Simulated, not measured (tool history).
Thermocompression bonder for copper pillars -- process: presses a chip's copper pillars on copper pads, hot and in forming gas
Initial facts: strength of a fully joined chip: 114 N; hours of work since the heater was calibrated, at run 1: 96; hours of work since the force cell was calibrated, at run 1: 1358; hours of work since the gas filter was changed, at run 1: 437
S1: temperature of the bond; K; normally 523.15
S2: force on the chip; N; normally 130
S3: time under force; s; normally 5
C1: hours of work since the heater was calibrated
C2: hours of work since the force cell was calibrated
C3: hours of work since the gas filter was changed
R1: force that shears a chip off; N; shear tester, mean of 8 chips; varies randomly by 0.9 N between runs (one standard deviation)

{"run": 1, "hour": 0.0, "S1": 523.15, "S2": 130, "S3": 5, "C1": 96, "C2": 1358, "C3": 437, "R1": 75.5}
{"hour": 29.1, "done": "forming gas filter changed"}
{"run": 2, "hour": 41.7, "S1": 523.15, "S2": 130, "S3": 5, "C1": 126, "C2": 1388, "C3": 9, "R1": 77.9}
{"hour": 73.8, "done": "force cell calibrated"}
{"run": 3, "hour": 85.4, "S1": 523.15, "S2": 130, "S3": 5, "C1": 157, "C2": 9, "C3": 41, "R1": 75.8}
{"run": 4, "hour": 121.9, "S1": 523.15, "S2": 130, "S3": 5, "C1": 184, "C2": 36, "C3": 67, "R1": 75.3}
{"run": 5, "hour": 142.5, "S1": 523.15, "S2": 130, "S3": 5, "C1": 200, "C2": 51, "C3": 83, "R1": 75.7}
{"run": 6, "hour": 165.3, "S1": 523.15, "S2": 130, "S3": 5, "C1": 216, "C2": 68, "C3": 100, "R1": 76.3}
{"run": 7, "hour": 198.2, "S1": 521.15, "S2": 97, "S3": 5, "C1": 241, "C2": 92, "C3": 124, "R1": 57.9}
{"run": 8, "hour": 218.8, "S1": 497.15, "S2": 115, "S3": 7, "C1": 256, "C2": 107, "C3": 139, "R1": 54.9}
{"run": 9, "hour": 262.5, "S1": 533.15, "S2": 148, "S3": 4, "C1": 288, "C2": 139, "C3": 171, "R1": 86.6}
{"run": 10, "hour": 297.1, "S1": 511.15, "S2": 106, "S3": 5, "C1": 314, "C2": 165, "C3": 197, "R1": 56.9}
{"run": 11, "hour": 331.0, "S1": 524.15, "S2": 106, "S3": 5, "C1": 339, "C2": 190, "C3": 222, "R1": 66.1}
{"run": 12, "hour": 364.8, "S1": 524.15, "S2": 106, "S3": 5, "C1": 364, "C2": 215, "C3": 247, "R1": 67}

How would selected steps in R1 from run to run divide? Give the signed amount a tool lacking its hidden state would still show from settings, what came in and random variation, and the signed amount left for the hidden state, including any gauge scatter that is not in both of the compared results.
What the log doesn't record here: true temperature of the bond over the reading, C; force that reaches the chip, % of what is set; oxide that the forming gas leaves, % of the face; drift of the gauge itself on shear_n, %.
Run 2 -> 3: force cell calibrated. R1 -2.1 N: hidden state -3, all else +0.9.
Run 8 -> 9: S1 497.15 -> 533.15, S2 115 -> 148, S3 7 -> 4. R1 +31.7 N: hidden state -0.4, all else +32.1.
